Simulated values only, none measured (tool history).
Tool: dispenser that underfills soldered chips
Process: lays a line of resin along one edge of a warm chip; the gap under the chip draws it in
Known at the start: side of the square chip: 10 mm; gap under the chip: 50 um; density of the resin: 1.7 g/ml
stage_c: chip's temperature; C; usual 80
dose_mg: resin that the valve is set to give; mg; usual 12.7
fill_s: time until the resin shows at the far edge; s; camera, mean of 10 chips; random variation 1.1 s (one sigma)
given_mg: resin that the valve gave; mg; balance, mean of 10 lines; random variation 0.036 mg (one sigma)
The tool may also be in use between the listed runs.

| run | day | stage_c | dose_mg | fill_s | given_mg |
|---|---|---|---|---|---|
| 1 | 0.000 | 80 | 12.7 | 139.2 | 12.47 |
| 2 | 0.412 | 80 | 12.7 | 135.4 | 12.45 |
| 3 | 0.825 | 80 | 12.7 | 126.5 | 12.41 |
| 4 | 1.121 | 69 | 12.7 | 200.3 | 12.42 |
| 5 | 1.292 | 69 | 13.3 | 220.7 | 12.95 |
| 6 | 1.650 | 69 | 11.0 | 222.5 | 10.69 |
| 7 | 2.042 | 80 | 12.9 | 119.9 | 12.55 |
| 8 | 2.229 | 80 | 12.9 | 135.4 | 12.45 |
| 9 | 2.454 | 80 | 12.9 | 114.0 | 12.48 |
| 10 | 2.867 | 80 | 12.7 | 112.5 | 12.59 |
| 11 | 3.112 | 80 | 12.7 | 131.3 | 12.66 |
| 12 | 3.483 | 66 | 12.7 | 243.1 | 12.61 |
| 13 | 3.867 | 91 | 12.7 | 72.3 | 12.62 |
| 14 | 4.296 | 91 | 12.7 | 71.5 | 12.55 |
| 15 | 4.646 | 91 | 12.7 | 63.7 | 12.61 |
| 16 | 4.904 | 80 | 16.2 | 123.7 | 15.97 |
| 17 | 5.183 | 80 | 16.2 | 112.4 | 15.98 |
| 18 | 5.579 | 91 | 16.2 | 65.4 | 15.90 |
| 19 | 5.842 | 76 | 10.9 | 167.0 | 10.69 |
| 20 | 6.092 | 72 | 12.0 | 172.9 | 11.73 |
| 21 | 6.292 | 80 | 14.0 | 134.2 | 13.68 |
| 22 | 6.492 | 80 | 14.0 | 111.8 | 13.60 |
| 23 | 6.904 | 81 | 14.7 | 106.4 | 14.28 |
| 24 | 7.333 | 94 | 11.8 | 60.6 | 11.46 |
| 25 | 7.675 | 75 | 11.1 | 182.5 | 10.79 |
| 26 | 8.117 | 75 | 11.1 | 172.9 | 11.11 |
| 27 | 8.338 | 75 | 11.1 | 150.4 | 10.99 |
| 28 | 8.654 | 72 | 12.6 | 152.0 | 12.50 |
| 29 | 9.029 | 70 | 12.1 | 221.7 | 11.98 |
| 30 | 9.354 | 70 | 12.1 | 202.3 | 11.99 |
| 31 | 9.650 | 76 | 12.2 | 134.9 | 12.08 |
| 32 | 9.933 | 67 | 15.9 | 247.3 | 15.65 |
| 33 | 10.262 | 95 | 12.7 | 63.3 | 12.56 |
| 34 | 10.500 | 67 | 11.1 | 206.7 | 10.84 |

Taken out of this log: 26 entries between the listed runs. Where each belongs, and how the hidden state differs across it:
Between runs 1 and 2: new syringe of resin (day 0.079)
  resin's viscosity, % of fresh resin's: 129.5 -> 126.7; dose that the valve gives, % of what is set: 98.28 -> 98.03; true chip temperature over the reading, C: 0.54 -> 0.56
  measured less the result without the state, fill_s: +29.3 -> +26.0 s; given_mg: -0.22 -> -0.26 mg
Between runs 2 and 3: new syringe of resin (day 0.533)
  resin's viscosity, % of fresh resin's: 126.7 -> 120.5; dose that the valve gives, % of what is set: 98.03 -> 97.8; true chip temperature over the reading, C: 0.56 -> 0.57
  measured less the result without the state, fill_s: +26.0 -> +19.0 s; given_mg: -0.26 -> -0.28 mg
Between runs 3 and 4: new syringe of resin (day 0.975)
  resin's viscosity, % of fresh resin's: 120.5 -> 110.1; dose that the valve gives, % of what is set: 97.8 -> 97.61; true chip temperature over the reading, C: 0.57 -> 0.58
  measured less the result without the state, fill_s: +19.0 -> +13.7 s; given_mg: -0.28 -> -0.30 mg
Between runs 5 and 6: new syringe of resin (day 1.421)
  resin's viscosity, % of fresh resin's: 123.5 -> 117.1; dose that the valve gives, % of what is set: 97.49 -> 97.28; true chip temperature over the reading, C: 0.59 -> 0.6
  measured less the result without the state, fill_s: +37.3 -> +28.3 s; given_mg: -0.33 -> -0.30 mg
Between runs 6 and 7: new syringe of resin (day 1.875)
  resin's viscosity, % of fresh resin's: 117.1 -> 112.7; dose that the valve gives, % of what is set: 97.28 -> 97.05; true chip temperature over the reading, C: 0.6 -> 0.61
  measured less the result without the state, fill_s: +28.3 -> +10.9 s; given_mg: -0.30 -> -0.39 mg
Between runs 8 and 9: new syringe of resin (day 2.317)
  resin's viscosity, % of fresh resin's: 128 -> 110.4; dose that the valve gives, % of what is set: 96.93 -> 96.78; true chip temperature over the reading, C: 0.62 -> 0.63
  measured less the result without the state, fill_s: +27.0 -> +8.2 s; given_mg: -0.39 -> -0.42 mg
Between runs 9 and 10: dispensing valve cleaned and set on the balance (day 2.688); new syringe of resin (day 2.808)
  resin's viscosity, % of fresh resin's: 110.4 -> 105.7; dose that the valve gives, % of what is set: 96.78 -> 99.87; true chip temperature over the reading, C: 0.63 -> 0.64
  measured less the result without the state, fill_s: +8.2 -> +2.7 s; given_mg: -0.42 -> -0.02 mg
Between runs 11 and 12: new syringe of resin (day 3.267)
  resin's viscosity, % of fresh resin's: 125 -> 115.2; dose that the valve gives, % of what is set: 99.73 -> 99.49; true chip temperature over the reading, C: 0.65 -> 0.66
  measured less the result without the state, fill_s: +23.1 -> +24.9 s; given_mg: -0.03 -> -0.07 mg
Between runs 12 and 13: new syringe of resin (day 3.712)
  resin's viscosity, % of fresh resin's: 115.2 -> 112.5; dose that the valve gives, % of what is set: 99.49 -> 99.25; true chip temperature over the reading, C: 0.66 -> 0.68
  measured less the result without the state, fill_s: +24.9 -> +6.1 s; given_mg: -0.07 -> -0.09 mg
Between runs 13 and 14: new syringe of resin (day 4.158)
  resin's viscosity, % of fresh resin's: 112.5 -> 111.3; dose that the valve gives, % of what is set: 99.25 -> 98.98; true chip temperature over the reading, C: 0.68 -> 0.69
  measured less the result without the state, fill_s: +6.1 -> +5.4 s; given_mg: -0.09 -> -0.13 mg
Between runs 14 and 15: new syringe of resin (day 4.625)
  resin's viscosity, % of fresh resin's: 111.3 -> 100; dose that the valve gives, % of what is set: 98.98 -> 98.78; true chip temperature over the reading, C: 0.69 -> 0.7
  measured less the result without the state, fill_s: +5.4 -> -1.9 s; given_mg: -0.13 -> -0.15 mg
Between runs 16 and 17: new syringe of resin (day 5.062)
  resin's viscosity, % of fresh resin's: 119.4 -> 108.6; dose that the valve gives, % of what is set: 98.62 -> 98.43; true chip temperature over the reading, C: 0.71 -> 0.72
  measured less the result without the state, fill_s: +16.6 -> +5.4 s; given_mg: -0.23 -> -0.25 mg
Between runs 17 and 18: new syringe of resin (day 5.512)
  resin's viscosity, % of fresh resin's: 108.6 -> 105.4; dose that the valve gives, % of what is set: 98.43 -> 98.17; true chip temperature over the reading, C: 0.72 -> 0.74
  measured less the result without the state, fill_s: +5.4 -> +1.4 s; given_mg: -0.25 -> -0.29 mg
Between runs 19 and 20: new syringe of resin (day 5.950)
  resin's viscosity, % of fresh resin's: 126.2 -> 110.4; dose that the valve gives, % of what is set: 98 -> 97.85; true chip temperature over the reading, C: 0.75 -> 0.76
  measured less the result without the state, fill_s: +30.8 -> +11.1 s; given_mg: -0.22 -> -0.26 mg
Between runs 21 and 22: new syringe of resin (day 6.396)
  resin's viscosity, % of fresh resin's: 126.6 -> 107.1; dose that the valve gives, % of what is set: 97.72 -> 97.6; true chip temperature over the reading, C: 0.76 -> 0.77
  measured less the result without the state, fill_s: +24.5 -> +3.9 s; given_mg: -0.32 -> -0.33 mg
Between runs 22 and 23: new syringe of resin (day 6.833)
  resin's viscosity, % of fresh resin's: 107.1 -> 105.7; dose that the valve gives, % of what is set: 97.6 -> 97.34; true chip temperature over the reading, C: 0.77 -> 0.79
  measured less the result without the state, fill_s: +3.9 -> +2.2 s; given_mg: -0.33 -> -0.39 mg
Between runs 23 and 24: new syringe of resin (day 7.275)
  resin's viscosity, % of fresh resin's: 105.7 -> 106.1; dose that the valve gives, % of what is set: 97.34 -> 97.05; true chip temperature over the reading, C: 0.79 -> 0.8
  measured less the result without the state, fill_s: +2.2 -> +1.9 s; given_mg: -0.39 -> -0.35 mg
Between runs 25 and 26: new syringe of resin (day 7.717); dispensing valve cleaned and set on the balance (day 8.058)
  resin's viscosity, % of fresh resin's: 134.3 -> 126.4; dose that the valve gives, % of what is set: 96.86 -> 99.95; true chip temperature over the reading, C: 0.81 -> 0.83
  measured less the result without the state, fill_s: +42.5 -> +30.6 s; given_mg: -0.35 -> +0.00 mg
Between runs 26 and 27: new syringe of resin (day 8.208)
  resin's viscosity, % of fresh resin's: 126.4 -> 110.2; dose that the valve gives, % of what is set: 99.95 -> 99.83
  measured less the result without the state, fill_s: +30.6 -> +8.4 s; given_mg: +0.00 -> -0.02 mg
Between runs 27 and 28: new syringe of resin (day 8.654)
  resin's viscosity, % of fresh resin's: 110.2 -> 98.5; dose that the valve gives, % of what is set: 99.83 -> 99.65; true chip temperature over the reading, C: 0.83 -> 0.85
  measured less the result without the state, fill_s: +8.4 -> -8.8 s; given_mg: -0.02 -> -0.04 mg
Between runs 29 and 30: new syringe of resin (day 9.108)
  resin's viscosity, % of fresh resin's: 127.4 -> 119.3; dose that the valve gives, % of what is set: 99.43 -> 99.24; true chip temperature over the reading, C: 0.86 -> 0.87
  measured less the result without the state, fill_s: +40.3 -> +25.5 s; given_mg: -0.07 -> -0.09 mg
Between runs 30 and 31: new syringe of resin (day 9.562)
  resin's viscosity, % of fresh resin's: 119.3 -> 105.8; dose that the valve gives, % of what is set: 99.24 -> 99.06; true chip temperature over the reading, C: 0.87 -> 0.88
  measured less the result without the state, fill_s: +25.5 -> +2.0 s; given_mg: -0.09 -> -0.12 mg
Between runs 32 and 33: new syringe of resin (day 10.017)
  resin's viscosity, % of fresh resin's: 128.5 -> 119.6; dose that the valve gives, % of what is set: 98.89 -> 98.7; true chip temperature over the reading, C: 0.89 -> 0.9
  measured less the result without the state, fill_s: +46.1 -> +8.3 s; given_mg: -0.18 -> -0.16 mg
Between runs 33 and 34: new syringe of resin (day 10.458)
  resin's viscosity, % of fresh resin's: 119.6 -> 102.3; dose that the valve gives, % of what is set: 98.7 -> 98.54; true chip temperature over the reading, C: 0.9 -> 0.91
  measured less the result without the state, fill_s: +8.3 -> -4.1 s; given_mg: -0.16 -> -0.16 mg
